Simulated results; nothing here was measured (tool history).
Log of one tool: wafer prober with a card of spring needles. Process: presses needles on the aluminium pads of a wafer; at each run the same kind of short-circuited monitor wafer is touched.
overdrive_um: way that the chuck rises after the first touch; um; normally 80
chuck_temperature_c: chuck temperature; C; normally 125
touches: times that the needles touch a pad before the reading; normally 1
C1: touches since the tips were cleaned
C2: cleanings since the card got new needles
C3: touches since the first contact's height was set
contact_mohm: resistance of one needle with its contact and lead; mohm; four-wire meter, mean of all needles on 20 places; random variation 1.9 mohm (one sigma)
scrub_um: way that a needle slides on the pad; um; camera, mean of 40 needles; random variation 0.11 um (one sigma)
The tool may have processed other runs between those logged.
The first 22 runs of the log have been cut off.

At hour 353.0: tips cleaned on abrasive film.
Run 23, hour 355.9: usual settings but overdrive_um 77 um; C1 805; C2 41; C3 40214. Result: contact_mohm 239 mohm, scrub_um 17.07 um.
At hour 368.2: tips cleaned on abrasive film.
Run 24, hour 370.6: usual settings but overdrive_um 77 um; C1 656; C2 42; C3 44197. Result: contact_mohm 238 mohm, scrub_um 17.10 um.
At hour 383.2: tips cleaned on abrasive film.
Run 25, hour 383.2: usual settings but overdrive_um 99 um, chuck_temperature_c 27 C, touches 3; C1 0; C2 43; C3 47636. Result: contact_mohm 176 mohm, scrub_um 22.33 um.
At hour 398.4: tips cleaned on abrasive film.
Run 26, hour 404.6: usual settings but overdrive_um 99 um, chuck_temperature_c 27 C, touches 3; C1 1686; C2 44; C3 53463. Result: contact_mohm 192 mohm, scrub_um 22.14 um.
At hour 414.3: tips cleaned on abrasive film.
Run 27, hour 421.5: usual settings but chuck_temperature_c 89 C, touches 2; C1 1984; C2 45; C3 58075. Result: contact_mohm 232 mohm, scrub_um 17.75 um.
At hour 429.6: tips cleaned on abrasive film.
Run 28, hour 439.7: usual settings but overdrive_um 76 um, chuck_temperature_c 96 C, touches 3; C1 2758; C2 46; C3 63016. Result: contact_mohm 225 mohm, scrub_um 16.82 um.
At hour 445.1: tips cleaned on abrasive film.
Run 29, hour 454.3: usual settings but overdrive_um 94 um, chuck_temperature_c 30 C, touches 3; C1 2502; C2 47; C3 66982. Result: contact_mohm 200 mohm, scrub_um 20.82 um.
At hour 460.2: tips cleaned on abrasive film.
Run 30, hour 464.4: usual settings but overdrive_um 91 um, chuck_temperature_c 29 C, touches 2; C1 1130; C2 48; C3 69717. Result: contact_mohm 201 mohm, scrub_um 20.36 um.
Run 31, hour 474.7: usual settings but overdrive_um 91 um, chuck_temperature_c 29 C, touches 2; C1 3946; C2 48; C3 72533. Result: contact_mohm 222 mohm, scrub_um 20.24 um.

Here are 3 independent what-if runs from the current tool condition. What would each one return?
At hour 476.6: tips cleaned on abrasive film.
Run A, hour 484.4: usual settings but overdrive_um 98 um, chuck_temperature_c 29 C, touches 2; C1 2133; C2 49; C3 75158. Result: contact_mohm ?, scrub_um ?.
At hour 476.6: tips cleaned on abrasive film.
Run B, hour 484.4: usual settings but chuck_temperature_c 30 C, touches 2; C1 2133; C2 49; C3 75158. Result: contact_mohm ?, scrub_um ?.
At hour 476.6: tips cleaned on abrasive film.
Run C, hour 484.4: usual settings but overdrive_um 65 um, chuck_temperature_c 45 C; C1 2133; C2 49; C3 75158. Result: contact_mohm ?, scrub_um ?.

run  contact_mohm  scrub_um
  A           213     21.77
  B           228     17.57
  C           292     14.36
Had the tool no hidden state, the same runs would have come out as:
run  contact_mohm  scrub_um
  A           179     22.13
  B           182     17.93
  C           184     14.72
